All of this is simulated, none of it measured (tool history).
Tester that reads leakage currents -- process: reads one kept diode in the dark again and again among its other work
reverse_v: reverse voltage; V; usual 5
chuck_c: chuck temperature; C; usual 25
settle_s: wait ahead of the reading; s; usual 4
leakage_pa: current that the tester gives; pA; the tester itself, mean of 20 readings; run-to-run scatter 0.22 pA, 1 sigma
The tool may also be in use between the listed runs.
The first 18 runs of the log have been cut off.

run    hour  reverse_v  chuck_c  settle_s  hours of work since the probe card was cleaned  hours of work since the tester was calibrated  hours of work since the chuck was calibrated  leakage_pa
 19  2298.4       7.88       25         4                                            2036                                            423                                           163       98.43
 20  2485.3       3.26       25         4                                            2156                                            543                                           283       59.49
 21  2616.2        1.9       25      5.22                                            2240                                            627                                           367       43.88
 22  2802.6        2.5       25      3.57                                            2360                                            747                                           487        52.1
 23  2890.8       4.45       51      3.57                                            2417                                            803                                           544      431.05
 24  3073.1       3.58       36         4                                            2534                                            920                                           661       141.6
 25  3153.7       3.58       36      0.41                                            2586                                            972                                           713      143.25
 26  3307.1       8.88       55      7.31                                            2684                                           1071                                           811      838.34
 27  3449.1      18.81       46      0.38                                            2775                                           1162                                           902      733.06
 28  3576.2      18.81       46      0.38                                            2857                                           1243                                           984      737.05
 29    3741       5.87       39      6.18                                            2963                                           1349                                          1090      237.92
 30  3873.5       1.27       24      0.67                                            3048                                           1434                                          1175       34.97
 31  4052.8      17.23       38      0.43                                            3163                                           1549                                          1290      423.77
     4094.8  -- chuck's temperature calibrated
 32  4201.5      16.06       25      3.01                                            3257                                           1644                                            69      157.57
 33  4384.9      16.06       25      3.01                                            3375                                           1761                                           186      160.52
 34  4502.7      16.06       25      3.01                                            3450                                           1837                                           262      161.77
 35  4634.2       9.86       36      0.45                                            3535                                           1921                                           346      253.34
 36  4813.1        1.6       27       0.5                                            3650                                           2036                                           461       47.21
 37  4958.9        1.6       27       0.5                                            3743                                           2130                                           555       47.76
 38  5096.6        1.6       27       0.5                                            3832                                           2218                                           643       48.16
     5218.9  -- probe card cleaned and baked
 39  5271.1       1.78       44      0.47                                              33                                           2328                                           753      163.08
 40  5389.9       1.78       44      0.47                                             110                                           2405                                           830      164.71

Predict each of these 3 candidate next runs independently; none follows another, all start after run 40:
  A  5470.3      11.43       25         4                                             161                                           2456                                           881           ?
  B  5470.3          5       31         4                                             161                                           2456                                           881           ?
  C  5470.3       3.63       27      0.33                                             161                                           2456                                           881           ?

run  leakage_pa
  A      118.47
  B      116.45
  C        73.6
Stripped of hidden state, with their random variation kept, the same runs would have yielded:
run  leakage_pa
  A      110.56
  B      109.44
  C       69.09

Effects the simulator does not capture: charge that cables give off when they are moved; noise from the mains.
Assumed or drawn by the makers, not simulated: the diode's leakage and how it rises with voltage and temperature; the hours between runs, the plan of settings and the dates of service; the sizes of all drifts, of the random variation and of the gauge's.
